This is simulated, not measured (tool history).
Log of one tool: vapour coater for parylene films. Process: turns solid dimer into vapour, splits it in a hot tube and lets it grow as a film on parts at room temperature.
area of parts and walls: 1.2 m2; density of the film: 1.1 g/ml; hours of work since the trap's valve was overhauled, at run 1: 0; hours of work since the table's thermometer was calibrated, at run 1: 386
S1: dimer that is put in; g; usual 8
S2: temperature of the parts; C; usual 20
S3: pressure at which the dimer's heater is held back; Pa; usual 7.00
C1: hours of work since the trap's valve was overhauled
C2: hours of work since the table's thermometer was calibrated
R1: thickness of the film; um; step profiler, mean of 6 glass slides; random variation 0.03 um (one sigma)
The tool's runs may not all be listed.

{"run": 1, "hour": 0.0, "S1": 8, "S2": 20, "S3": 7.0, "C1": 0, "C2": 386, "R1": 4.36}
{"run": 2, "hour": 56.1, "S1": 8, "S2": 20, "S3": 7.0, "C1": 22, "C2": 408, "R1": 4.4}
{"run": 3, "hour": 101.8, "S1": 8, "S2": 20, "S3": 7.0, "C1": 41, "C2": 427, "R1": 4.45}
{"run": 4, "hour": 154.6, "S1": 8, "S2": 17, "S3": 7.0, "C1": 62, "C2": 448, "R1": 4.86}
{"run": 5, "hour": 207.2, "S1": 8, "S2": 20, "S3": 7.0, "C1": 83, "C2": 469, "R1": 4.42}
{"run": 6, "hour": 231.5, "S1": 8, "S2": 25, "S3": 7.0, "C1": 93, "C2": 479, "R1": 3.71}
{"run": 7, "hour": 271.8, "S1": 8, "S2": 20, "S3": 7.0, "C1": 109, "C2": 495, "R1": 4.34}
{"run": 8, "hour": 324.3, "S1": 8, "S2": 24, "S3": 7.0, "C1": 130, "C2": 516, "R1": 3.87}
{"run": 9, "hour": 349.6, "S1": 8, "S2": 20, "S3": 7.0, "C1": 140, "C2": 526, "R1": 4.39}
{"run": 10, "hour": 392.5, "S1": 9, "S2": 20, "S3": 7.0, "C1": 157, "C2": 543, "R1": 5.0}
{"run": 11, "hour": 425.4, "S1": 8, "S2": 20, "S3": 7.0, "C1": 170, "C2": 556, "R1": 4.44}
{"run": 12, "hour": 461.6, "S1": 8, "S2": 21, "S3": 7.0, "C1": 185, "C2": 571, "R1": 4.28}
{"run": 13, "hour": 497.9, "S1": 8, "S2": 21, "S3": 7.0, "C1": 200, "C2": 585, "R1": 4.22}
{"run": 14, "hour": 549.0, "S1": 4, "S2": 32, "S3": 3.7, "C1": 220, "C2": 606, "R1": 1.63}
{"run": 15, "hour": 598.3, "S1": 12, "S2": 21, "S3": 5.03, "C1": 240, "C2": 626, "R1": 6.73}
{"hour": 622.3, "done": "trap's valve overhauled"}
{"run": 16, "hour": 628.6, "S1": 12, "S2": 17, "S3": 7.65, "C1": 3, "C2": 636, "R1": 7.28}
{"run": 17, "hour": 673.4, "S1": 12, "S2": 21, "S3": 6.47, "C1": 20, "C2": 654, "R1": 6.51}
{"run": 18, "hour": 700.9, "S1": 12, "S2": 21, "S3": 6.47, "C1": 31, "C2": 665, "R1": 6.44}
{"run": 19, "hour": 752.2, "S1": 12, "S2": 21, "S3": 6.47, "C1": 52, "C2": 686, "R1": 6.44}
{"run": 20, "hour": 793.3, "S1": 4, "S2": 23, "S3": 6.47, "C1": 69, "C2": 702, "R1": 2.03}
{"run": 21, "hour": 840.3, "S1": 7, "S2": 23, "S3": 11.23, "C1": 87, "C2": 721, "R1": 3.23}
{"run": 22, "hour": 867.9, "S1": 8, "S2": 20, "S3": 11.6, "C1": 98, "C2": 732, "R1": 4.08}
{"run": 23, "hour": 919.7, "S1": 8, "S2": 20, "S3": 11.6, "C1": 119, "C2": 753, "R1": 4.09}
{"run": 24, "hour": 969.8, "S1": 11, "S2": 20, "S3": 11.6, "C1": 139, "C2": 773, "R1": 5.55}

4 ways to go on from here, each from the tool as it stands after run 24. What would each give?
{"run": "A", "hour": 997.6, "S1": 10, "S2": 16, "S3": 3.54, "C1": 150, "C2": 784, "R1": "?"}
{"run": "B", "hour": 997.6, "S1": 6, "S2": 21, "S3": 6.88, "C1": 150, "C2": 784, "R1": "?"}
{"run": "C", "hour": 997.6, "S1": 10, "S2": 12, "S3": 4.05, "C1": 150, "C2": 784, "R1": "?"}
{"run": "D", "hour": 997.6, "S1": 4, "S2": 17, "S3": 4.5, "C1": 150, "C2": 784, "R1": "?"}

run=A R1=7.03
run=B R1=3.17
run=C R1=7.44
run=D R1=2.61
Without the tool's hidden state the same runs would have given:
run=A R1=7.05
run=B R1=3.18
run=C R1=7.45
run=D R1=2.61

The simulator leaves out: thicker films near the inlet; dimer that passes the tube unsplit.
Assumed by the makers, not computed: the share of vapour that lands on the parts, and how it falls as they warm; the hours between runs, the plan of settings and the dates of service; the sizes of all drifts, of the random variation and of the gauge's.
